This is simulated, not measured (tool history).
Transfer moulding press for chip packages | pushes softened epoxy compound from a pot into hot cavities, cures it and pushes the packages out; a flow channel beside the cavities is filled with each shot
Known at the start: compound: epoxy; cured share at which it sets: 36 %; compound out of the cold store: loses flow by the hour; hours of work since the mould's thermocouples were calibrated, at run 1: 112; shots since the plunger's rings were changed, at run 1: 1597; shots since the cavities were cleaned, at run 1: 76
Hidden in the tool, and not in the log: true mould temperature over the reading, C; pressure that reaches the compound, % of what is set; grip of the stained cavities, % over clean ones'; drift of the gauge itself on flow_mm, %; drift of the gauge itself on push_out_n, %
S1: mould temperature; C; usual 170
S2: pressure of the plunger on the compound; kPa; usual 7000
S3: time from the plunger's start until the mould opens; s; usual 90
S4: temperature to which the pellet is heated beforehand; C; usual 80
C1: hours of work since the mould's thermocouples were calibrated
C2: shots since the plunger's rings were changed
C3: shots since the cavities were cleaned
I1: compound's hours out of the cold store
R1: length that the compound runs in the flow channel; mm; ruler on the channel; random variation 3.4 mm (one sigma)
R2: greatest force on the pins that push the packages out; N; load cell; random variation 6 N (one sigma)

run	hour	S1	S2	S3	S4	C1	C2	C3	I1	R1	R2
1	0.0	170	7000	90	80	112	1597	76	39.6	691	245
2	6.9	170	7000	101	80	115	1663	142	14.2	777	242
3	14.3	170	7000	119	80	118	1733	212	47.2	663	246
4	25.9	170	6060	90	80	124	1843	322	42.9	627	288
5	32.0	170	6060	90	80	126	1901	380	33.2	658	301
6	40.0	170	6060	90	80	130	1977	456	32.0	659	313
7	45.8	170	6060	90	80	132	2033	512	42.1	629	329
8	50.8	170	6060	90	80	134	2080	559	43.8	628	331
9	57.1	170	6060	90	80	137	2140	619	30.1	662	339
# hour 63.5: cavities cleaned with cleaning compound and waxed
10	68.4	170	6060	90	76	141	2233	47	40.6	627	234
11	77.1	170	7000	90	80	145	2316	130	27.5	720	267
12	86.9	170	7000	90	80	149	2409	223	20.7	736	283
13	98.4	170	7000	90	80	154	2518	332	30.5	703	301
14	110.7	170	7000	90	80	160	2635	449	38.4	681	325
15	118.3	170	7000	90	80	163	2707	521	32.0	696	329
16	126.3	170	7000	112	74	167	2784	598	27.8	710	278
17	132.0	170	7000	112	74	169	2838	652	14.5	754	311
# hour 135.3: cavities cleaned with cleaning compound and waxed
18	140.6	170	8660	90	80	172	2905	50	45.5	738	240
19	146.1	170	6700	121	80	174	2957	102	32.5	678	230
20	151.6	170	6700	121	80	177	3010	155	31.6	689	248
21	157.1	170	6700	121	80	179	3062	207	47.8	638	267
22	162.4	170	7000	73	84	182	3112	257	35.7	680	376
23	168.1	176	7000	73	84	184	3167	312	13.4	736	306
24	177.5	176	7260	128	88	188	3256	401	38.9	670	264
25	182.7	176	7260	128	88	190	3306	451	12.2	748	282
26	187.8	170	8440	90	82	193	3354	499	21.4	796	321
27	200.0	170	8440	80	85	198	3470	615	44.5	715	369
# hour 206.6: cavities cleaned with cleaning compound and waxed
28	207.3	170	8440	80	85	200	3525	7	19.7	797	275
29	216.3	170	8510	90	80	204	3611	93	43.5	719	257

4 ways to go on from here, each from the tool as it stands after run 29. What would each give?
# hour 221.1: plunger's sealing rings changed
A	225.8	170	5940	86	80	207	45	159	43.3	?	?
# hour 221.1: plunger's sealing rings changed
B	225.8	170	8510	72	83	207	45	159	20.8	?	?
# hour 221.1: plunger's sealing rings changed
C	225.8	170	8510	77	88	207	45	159	13.3	?	?
# hour 221.1: plunger's sealing rings changed
D	225.8	170	7000	101	79	207	45	159	21.8	?	?

run	R1	R2
A	637	263
B	842	384
C	875	337
D	763	254
Without the tool's hidden state the same runs would have given:
run	R1	R2
A	638	219
B	844	317
C	876	279
D	764	213

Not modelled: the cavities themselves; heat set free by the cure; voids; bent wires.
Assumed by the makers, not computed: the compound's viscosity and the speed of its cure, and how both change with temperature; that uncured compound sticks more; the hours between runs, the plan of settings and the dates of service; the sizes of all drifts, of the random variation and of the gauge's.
